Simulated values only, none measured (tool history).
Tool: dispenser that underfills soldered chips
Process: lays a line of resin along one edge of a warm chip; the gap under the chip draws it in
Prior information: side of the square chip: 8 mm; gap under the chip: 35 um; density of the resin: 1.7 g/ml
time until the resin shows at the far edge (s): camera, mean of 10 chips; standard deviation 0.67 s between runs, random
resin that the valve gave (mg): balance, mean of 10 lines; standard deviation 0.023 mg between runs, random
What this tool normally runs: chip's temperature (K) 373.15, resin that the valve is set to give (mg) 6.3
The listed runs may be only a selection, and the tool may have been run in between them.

| run | day | chip's temperature (K) | resin that the valve is set to give (mg) | time until the resin shows at the far edge (s) | resin that the valve gave (mg) |
|---|---|---|---|---|---|
| 1 | 0 | 373.15 | 6.3 | 102.8 | 6.21 |
|  | 0.096 | new syringe of resin |
| 2 | 0.25 | 373.15 | 6.3 | 72.6 | 6.21 |
| 3 | 0.475 | 360.15 | 6.3 | 143.4 | 6.17 |
| 4 | 0.725 | 359.15 | 6.3 | 184.5 | 6.19 |
|  | 0.783 | new syringe of resin |
| 5 | 0.946 | 359.15 | 6.3 | 128.4 | 6.18 |
| 6 | 1.071 | 373.15 | 6.3 | 82.4 | 6.19 |
|  | 1.2 | dispensing valve cleaned and set on the balance |
| 7 | 1.388 | 373.15 | 6.3 | 103.1 | 6.31 |
|  | 1.508 | new syringe of resin |
| 8 | 1.638 | 373.15 | 6.3 | 72.4 | 6.27 |
| 9 | 1.917 | 373.15 | 6.3 | 91.5 | 6.25 |
| 10 | 2.146 | 373.15 | 6.3 | 109.6 | 6.24 |
|  | 2.2 | new syringe of resin |
| 11 | 2.388 | 373.15 | 7.28 | 76 | 7.18 |
| 12 | 2.596 | 373.15 | 7.28 | 90.8 | 7.2 |
| 13 | 2.783 | 373.15 | 7.28 | 102.7 | 7.12 |
|  | 2.879 | new syringe of resin |
| 14 | 2.983 | 360.15 | 6.3 | 120.5 | 6.18 |
| 15 | 3.167 | 373.15 | 7.88 | 83.1 | 7.73 |
| 16 | 3.358 | 364.15 | 6.3 | 141.1 | 6.13 |
|  | 3.554 | new syringe of resin |
| 17 | 3.633 | 364.15 | 6.3 | 98.9 | 6.15 |
| 18 | 3.838 | 364.15 | 6.3 | 119.9 | 6.15 |
|  | 4 | dispensing valve cleaned and set on the balance |
| 19 | 4.012 | 383.15 | 6.01 | 62.9 | 6.05 |
| 20 | 4.204 | 378.15 | 5.79 | 90.2 | 5.87 |
|  | 4.292 | new syringe of resin |
| 21 | 4.492 | 369.15 | 6.58 | 88.2 | 6.58 |
| 22 | 4.621 | 369.15 | 6.58 | 99.7 | 6.55 |
| 23 | 4.912 | 386.15 | 8.17 | 65 | 8.1 |
|  | 4.975 | new syringe of resin |
| 24 | 5.196 | 365.15 | 7.52 | 107.8 | 7.46 |
| 25 | 5.408 | 382.15 | 7.25 | 67.4 | 7.17 |
| 26 | 5.55 | 362.15 | 7.34 | 164.8 | 7.25 |
|  | 5.654 | new syringe of resin |
| 27 | 5.721 | 362.15 | 7.34 | 105.9 | 7.26 |
| 28 | 5.875 | 362.15 | 7.34 | 120.2 | 7.29 |
| 29 | 6.021 | 362.15 | 7.34 | 135 | 7.22 |
| 30 | 6.229 | 362.15 | 5.76 | 160.9 | 5.66 |
|  | 6.346 | new syringe of resin |
| 31 | 6.483 | 381.15 | 7.47 | 53 | 7.31 |
| 32 | 6.654 | 381.15 | 7.47 | 61.2 | 7.33 |
|  | 6.792 | dispensing valve cleaned and set on the balance |
| 33 | 6.85 | 378.15 | 6.59 | 79 | 6.58 |
| 34 | 7.038 | 376.15 | 6.65 | 94.9 | 6.66 |
|  | 7.071 | new syringe of resin |
| 35 | 7.233 | 376.15 | 6.65 | 68.8 | 6.61 |

Each row is a separate what-if for the run after 35, all from the same tool condition, not one after another. Results?
| A | 7.508 | 371.15 | 6.3 | ? | ? |
| B | 7.508 | 359.15 | 6.07 | ? | ? |
| C | 7.508 | 373.15 | 7.42 | ? | ? |
| D | 7.508 | 364.15 | 6.3 | ? | ? |

| run | time until the resin shows at the far edge (s) | resin that the valve gave (mg) |
|---|---|---|
| A | 103.1 | 6.23 |
| B | 164.3 | 6.01 |
| C | 94 | 7.39 |
| D | 136.2 | 6.23 |
What these runs would have given with no unlogged condition in the tool:
| run | time until the resin shows at the far edge (s) | resin that the valve gave (mg) |
|---|---|---|
| A | 65.4 | 6.27 |
| B | 103.4 | 6.04 |
| C | 59.5 | 7.43 |
| D | 86 | 6.27 |

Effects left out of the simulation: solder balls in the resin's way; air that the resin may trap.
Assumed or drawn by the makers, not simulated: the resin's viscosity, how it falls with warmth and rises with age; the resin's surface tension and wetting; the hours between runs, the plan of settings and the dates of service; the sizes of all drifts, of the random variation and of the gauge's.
